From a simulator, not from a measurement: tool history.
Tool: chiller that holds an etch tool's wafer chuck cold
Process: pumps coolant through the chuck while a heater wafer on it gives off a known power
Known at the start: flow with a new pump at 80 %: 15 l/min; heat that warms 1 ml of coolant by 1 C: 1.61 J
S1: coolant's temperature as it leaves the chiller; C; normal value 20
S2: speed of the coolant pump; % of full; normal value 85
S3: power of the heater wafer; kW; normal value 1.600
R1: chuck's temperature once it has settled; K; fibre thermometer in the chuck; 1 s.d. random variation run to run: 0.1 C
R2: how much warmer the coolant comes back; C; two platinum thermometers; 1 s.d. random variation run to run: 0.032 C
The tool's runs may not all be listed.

| run | hour | S1 | S2 | S3 | R1 | R2 |
|---|---|---|---|---|---|---|
| 1 | 0.0 | 20 | 85 | 1.600 | 311.75 | 3.80 |
| 2 | 29.9 | 20 | 85 | 1.164 | 306.75 | 2.72 |
| 3 | 53.5 | 20 | 85 | 1.164 | 306.55 | 2.75 |
| 4 | 80.7 | 20 | 85 | 1.600 | 311.55 | 3.79 |
| 5 | 95.7 | 20 | 85 | 1.699 | 312.85 | 4.03 |
| 6 | 110.4 | 20 | 85 | 1.699 | 312.75 | 3.99 |
| 7 | 126.3 | 10 | 74 | 1.471 | 301.55 | 4.02 |
| 8 | 149.2 | 10 | 74 | 1.471 | 301.55 | 3.99 |
| 9 | 168.5 | 12 | 85 | 0.809 | 294.45 | 1.96 |
| 10 | 187.0 | 25 | 85 | 1.165 | 311.45 | 2.83 |
| 11 | 206.7 | 25 | 85 | 1.165 | 311.75 | 2.83 |
| 12 | 223.1 | 25 | 85 | 1.165 | 311.45 | 2.85 |

Some steps in R2, run to run, broken into two amounts with sign: the step expected even without the hidden condition (settings, incoming material, random variation), and the rest, left for the hidden condition together with whatever gauge scatter is not in both the measured and the hidden-condition-free result:
Unlogged tool condition in this case: heat passed by the chuck's channels, % of clean ones'; flow at a given pump speed, % of a new pump's; coolant's true temperature over the reading, C; drift of the gauge itself on chuck_c, C; drift of the gauge itself on warmer_back_c, C.
Run 2 -> 3: settings left as they were, no log entry in between. R2 +0.03 C: hidden state +0.02, all else +0.01.
Run 8 -> 9: S1 10 -> 12, S2 74 -> 85, S3 1.471 -> 0.809. R2 -2.03 C: hidden state +0.01, all else -2.04.
